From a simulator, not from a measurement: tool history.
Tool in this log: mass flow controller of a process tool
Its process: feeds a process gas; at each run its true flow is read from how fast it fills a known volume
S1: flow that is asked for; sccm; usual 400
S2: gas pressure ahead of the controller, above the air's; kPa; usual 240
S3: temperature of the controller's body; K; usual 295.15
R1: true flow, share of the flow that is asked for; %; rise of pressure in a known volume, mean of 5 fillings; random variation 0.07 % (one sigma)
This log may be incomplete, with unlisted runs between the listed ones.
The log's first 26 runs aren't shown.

run	hour	S1	S2	S3	R1
27	2391.1	201	153	295.15	95.97
28	2477.1	583	230	307.15	96.56
29	2547.5	583	188	307.15	96.6
30	2670.5	583	188	307.15	96.36
31	2803.7	180	240	303.15	95.18
32	2922.9	180	240	297.15	95.43
33	2994.4	180	240	297.15	95.24
34	3073.2	400	240	309.15	95.4
35	3182.9	400	278	309.15	95.28
36	3313.6	761	152	310.15	96.45
# hour 3330: gauge calibrated
37	3425.4	761	152	310.15	98.79
38	3493.6	376	173	298.15	97.91
39	3549.8	965	240	295.15	99.75
40	3647.2	141	187	294.15	97.32
41	3767.3	219	271	295.15	97.15
42	3827.4	219	271	295.15	97.05
43	3899.7	463	240	299.15	97.81
44	3998.5	105	240	297.15	96.59
45	4094.5	400	240	300.15	97.48
46	4214.4	400	240	300.15	97.25
47	4271.1	400	160	307.15	97.03
48	4367.4	400	160	307.15	97.04

Alternative continuations, all from the tool just after run 48; predict every row:
# hour 4421.3: gauge calibrated
A	4488.1	400	258	295.15	?
# hour 4421.3: gauge calibrated
B	4488.1	400	160	295.15	?
# hour 4421.3: gauge calibrated
C	4488.1	840	154	300.15	?
# hour 4421.3: gauge calibrated
D	4488.1	400	218	304.15	?

run	R1
A	98.15
B	98.24
C	99.45
D	97.85
Take away the tool's hidden state, keep each run's random variation, and the runs would have read:
run	R1
A	98.19
B	98.28
C	99.5
D	97.89
